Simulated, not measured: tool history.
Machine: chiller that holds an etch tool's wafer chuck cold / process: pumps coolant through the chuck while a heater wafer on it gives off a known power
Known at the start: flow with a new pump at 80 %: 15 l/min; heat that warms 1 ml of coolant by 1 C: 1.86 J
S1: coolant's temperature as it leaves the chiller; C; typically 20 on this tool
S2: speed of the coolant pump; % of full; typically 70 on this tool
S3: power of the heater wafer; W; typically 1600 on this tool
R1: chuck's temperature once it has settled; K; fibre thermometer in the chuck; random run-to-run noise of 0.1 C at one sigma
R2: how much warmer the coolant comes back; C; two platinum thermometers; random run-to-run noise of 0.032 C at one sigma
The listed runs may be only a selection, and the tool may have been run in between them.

run     day  S1  S2    S3      R1    R2
  1       0  20  70  1600  311.75  3.94
  2   1.988  16  70  1600  307.85  3.95
  3   4.408  16  70  1600  307.75  3.98
  4   6.629  15  70  1600  306.65  4.08
  5   7.904  15  70  1600  306.85  4.01
  6   9.425  15  70  1600  306.85  4.07
  7  10.646  15  70  1600  306.85  4.07
  8  12.521  15  70  1600  306.55  4.09
  9   14.65  15  70  1600  306.85   4.1
 10  16.567  14  70  1600  305.85  4.09
 11  18.575  20  70  1600  311.85  4.09
 12  20.467  20  70  2120  317.95  5.43
 13  21.867  20  70  2120  317.85  5.47
 14  23.425  20  70  2120  317.95  5.43
 15  24.912  20  70  2120  317.75   5.5
     27.008  -- gauge calibrated
 16  27.008  20  70  2120  317.95  5.24
 17  28.383  20  70  2120  317.95  5.25
 18  30.346  19  69  1600  310.95  4.01
 19  31.467  13  77  1823  305.85   4.1
 20  33.517  13  77  1823  305.85  4.18
 21  34.871  13  80  1726  304.25  3.76
 22  36.229  13  83   975  296.15  2.15
 23  38.275  13  83   975  296.35  2.16
 24  40.642  18  66   975  303.15  2.66
 25  42.538  20  60  1025  306.75  3.15
 26  44.596  19  69  1441  309.25  3.73
 27  47.221  19  69  1441  309.25  3.79

The next listed run, before its measurement:
 28  49.192  17  70  2189   ?   ?

Run 28 yielded R1 315.65 K, R2 5.64 C.
Take away the tool's hidden state, keep the run-to-run variation as it was, and the same run would have given R1 315.55 K, R2 5.44 C.
